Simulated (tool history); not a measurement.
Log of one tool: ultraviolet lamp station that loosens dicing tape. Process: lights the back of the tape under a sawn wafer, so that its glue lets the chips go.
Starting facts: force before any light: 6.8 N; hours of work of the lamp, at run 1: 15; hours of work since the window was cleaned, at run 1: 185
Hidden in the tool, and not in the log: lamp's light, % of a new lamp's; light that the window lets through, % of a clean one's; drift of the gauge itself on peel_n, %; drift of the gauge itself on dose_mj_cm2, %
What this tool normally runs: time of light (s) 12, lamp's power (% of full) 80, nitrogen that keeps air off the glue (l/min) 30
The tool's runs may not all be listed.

run   hour  time of light (s)  lamp's power (% of full)  nitrogen that keeps air off the glue (l/min)  hours of work of the lamp  hours of work since the window was cleaned  force that peels the tape off (N)  light that reached the tape (mJ/cm2)
  1      0                 12                        80                                            30                         15                                         185                              0.328                                   323
  2     14                 12                        80                                            30                         22                                         193                              0.324                                   312
  3   26.3                 12                        80                                            30                         29                                         199                               0.35                                   314
  4   34.9                 12                        80                                            18                         34                                         204                               0.47                                   313
  5   50.4                 12                        80                                            32                         42                                         212                              0.317                                   313
  6     58                 12                        80                                            32                         46                                         216                              0.347                                   309
  7   72.9                 12                        68                                            32                         54                                         224                              0.466                                   261
  8   80.9                 12                        62                                            30                         58                                         229                              0.551                                   239
  9   93.4                 12                        62                                            30                         65                                         235                              0.555                                   238
 10    105                 12                        98                                            11                         71                                         241                              0.463                                   367
 11  114.9                 21                        98                                            49                         76                                         247                              0.183                                   644
 12  128.7                 21                        73                                            27                         84                                         254                               0.21                                   479

Forecast run 13:
 13  140.6                 21                        81                                            30                         90                                         260                                  ?                                     ?

force that peels the tape off (N): 0.198
light that reached the tape (mJ/cm2): 524
On a tool with no hidden condition, and with the same random variation, this run would have come out at force that peels the tape off (N) 0.19, light that reached the tape (mJ/cm2) 622.
